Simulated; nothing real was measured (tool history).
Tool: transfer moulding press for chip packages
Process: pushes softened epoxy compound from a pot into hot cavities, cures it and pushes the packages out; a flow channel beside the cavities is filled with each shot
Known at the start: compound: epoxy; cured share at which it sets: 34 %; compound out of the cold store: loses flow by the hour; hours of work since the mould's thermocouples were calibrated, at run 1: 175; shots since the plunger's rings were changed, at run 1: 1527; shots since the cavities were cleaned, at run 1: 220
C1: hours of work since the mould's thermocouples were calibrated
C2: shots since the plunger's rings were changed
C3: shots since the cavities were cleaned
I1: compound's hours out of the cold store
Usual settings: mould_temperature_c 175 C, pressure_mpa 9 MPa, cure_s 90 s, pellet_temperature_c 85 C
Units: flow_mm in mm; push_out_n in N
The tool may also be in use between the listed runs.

Run 1, day 0: usual settings; C1 175; C2 1527; C3 220; I1 8.5. Result: flow_mm 778 mm, push_out_n 742 N.
Run 2, day 0.354: usual settings; C1 182; C2 1662; C3 355; I1 16.2. Result: flow_mm 748 mm, push_out_n 760 N.
At day 0.642: cavities cleaned with cleaning compound and waxed.
Run 3, day 0.721: usual settings; C1 188; C2 1778; C3 30; I1 20.2. Result: flow_mm 729 mm, push_out_n 622 N.
Run 4, day 1.05: usual settings but pellet_temperature_c 80 C; C1 194; C2 1904; C3 156; I1 28.5. Result: flow_mm 710 mm, push_out_n 665 N.
At day 1.15: mould's thermocouples calibrated.
Run 5, day 1.3: usual settings but pellet_temperature_c 80 C; C1 3; C2 1967; C3 219; I1 44.7. Result: flow_mm 650 mm, push_out_n 660 N.
Run 6, day 1.592: usual settings but pellet_temperature_c 80 C; C1 8; C2 2078; C3 330; I1 22.2. Result: flow_mm 726 mm, push_out_n 733 N.
At day 1.892: mould's thermocouples calibrated, once more.
At day 2.029: cavities cleaned with cleaning compound and waxed.
Run 7, day 2.058: usual settings but cure_s 122 s, pellet_temperature_c 80 C; C1 2; C2 2200; C3 10; I1 24.8. Result: flow_mm 714 mm, push_out_n 450 N.
Run 8, day 2.229: usual settings but mould_temperature_c 183 C, pressure_mpa 10.64 MPa, cure_s 127 s, pellet_temperature_c 89 C; C1 5; C2 2267; C3 77; I1 29.2. Result: flow_mm 727 mm, push_out_n 493 N.
Run 9, day 2.483: usual settings but mould_temperature_c 174 C, pressure_mpa 8.07 MPa, cure_s 117 s, pellet_temperature_c 89 C; C1 10; C2 2363; C3 173; I1 39.4. Result: flow_mm 629 mm, push_out_n 548 N.
Run 10, day 2.671: usual settings but mould_temperature_c 170 C, pressure_mpa 10.64 MPa, cure_s 81 s, pellet_temperature_c 93 C; C1 13; C2 2434; C3 244; I1 38.9. Result: flow_mm 735 mm, push_out_n 1108 N.
Run 11, day 2.917: usual settings but mould_temperature_c 170 C, pressure_mpa 10.64 MPa, cure_s 76 s, pellet_temperature_c 78 C; C1 18; C2 2529; C3 339; I1 10.9. Result: flow_mm 858 mm, push_out_n 1659 N.

Forecast each of these 3 alternatives for the next run:
Run A, day 3.117: usual settings but cure_s 85 s, pellet_temperature_c 84 C; C1 22; C2 2605; C3 415; I1 35.3. Result: flow_mm ?, push_out_n ?.
Run B, day 3.117: usual settings but mould_temperature_c 170 C, pressure_mpa 7.55 MPa, cure_s 86 s, pellet_temperature_c 82 C; C1 22; C2 2605; C3 415; I1 26.6. Result: flow_mm ?, push_out_n ?.
Run C, day 3.117: usual settings but pellet_temperature_c 94 C; C1 22; C2 2605; C3 415; I1 27.9. Result: flow_mm ?, push_out_n ?.

run  flow_mm  push_out_n
  A      666         809
  B      658        1152
  C      696         728
Without the tool's hidden state the same runs would have given:
run  flow_mm  push_out_n
  A      695         616
  B      687         887
  C      727         552

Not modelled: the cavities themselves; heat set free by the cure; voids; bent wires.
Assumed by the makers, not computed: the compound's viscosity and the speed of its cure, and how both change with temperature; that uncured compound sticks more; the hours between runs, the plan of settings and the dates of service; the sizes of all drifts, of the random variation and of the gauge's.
